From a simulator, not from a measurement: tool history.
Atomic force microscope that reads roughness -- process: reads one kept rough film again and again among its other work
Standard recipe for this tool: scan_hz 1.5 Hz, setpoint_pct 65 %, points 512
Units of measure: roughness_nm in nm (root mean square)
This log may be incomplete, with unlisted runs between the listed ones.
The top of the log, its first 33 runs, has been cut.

| run | hour | scan_hz | setpoint_pct | points | pictures with this tip | hours of work since the height scale was calibrated | roughness_nm |
|---|---|---|---|---|---|---|---|
|  | 389.8 | height scale calibrated on a step standard |
| 34 | 396.5 | 0.74 | 75 | 567 | 118 | 3 | 3.193 |
|  | 402.8 | new tip fitted |
| 35 | 409.5 | 0.84 | 75 | 567 | 10 | 10 | 3.615 |
| 36 | 426.8 | 1.9 | 75 | 567 | 36 | 19 | 3.237 |
| 37 | 441.6 | 2.27 | 82 | 1013 | 58 | 26 | 2.876 |
| 38 | 451.3 | 2.27 | 82 | 1013 | 73 | 31 | 2.847 |
| 39 | 465 | 0.64 | 56 | 995 | 93 | 38 | 3.419 |
| 40 | 479.1 | 1.5 | 57 | 587 | 115 | 46 | 3.239 |
|  | 488.4 | new tip fitted |
| 41 | 493.5 | 2.36 | 69 | 309 | 7 | 53 | 3.38 |
|  | 497 | height scale calibrated on a step standard, once more |
| 42 | 510.2 | 2.36 | 56 | 990 | 31 | 7 | 3.564 |
| 43 | 521.7 | 2.86 | 73 | 512 | 48 | 13 | 3.072 |
| 44 | 534.7 | 2.86 | 73 | 512 | 68 | 19 | 2.968 |
| 45 | 551.8 | 1.5 | 58 | 512 | 93 | 28 | 3.336 |
| 46 | 566.3 | 1.4 | 76 | 861 | 115 | 36 | 3.044 |
|  | 574.7 | new tip fitted |
| 47 | 574.8 | 1.4 | 76 | 861 | 0 | 40 | 3.502 |
| 48 | 583.2 | 1.05 | 83 | 844 | 13 | 44 | 3.433 |
| 49 | 596.5 | 1.11 | 61 | 785 | 33 | 51 | 3.586 |
| 50 | 613.7 | 1.81 | 65 | 512 | 58 | 60 | 3.355 |
| 51 | 624.8 | 1.81 | 65 | 512 | 75 | 65 | 3.29 |
| 52 | 635.7 | 1.81 | 59 | 347 | 91 | 71 | 3.314 |
| 53 | 645 | 1.95 | 85 | 512 | 105 | 76 | 2.734 |

Alternative continuations, all from the tool just after run 53; predict every row:
| A | 653.5 | 2.38 | 87 | 453 | 118 | 80 | ? |
| B | 653.5 | 1.5 | 90 | 512 | 118 | 80 | ? |
| C | 653.5 | 1.95 | 90 | 512 | 118 | 80 | ? |

| run | roughness_nm |
|---|---|
| A | 2.535 |
| B | 2.711 |
| C | 2.573 |
Stripped of hidden state, with their random variation kept, the same runs would have yielded:
| run | roughness_nm |
|---|---|
| A | 2.93 |
| B | 3.134 |
| C | 2.974 |
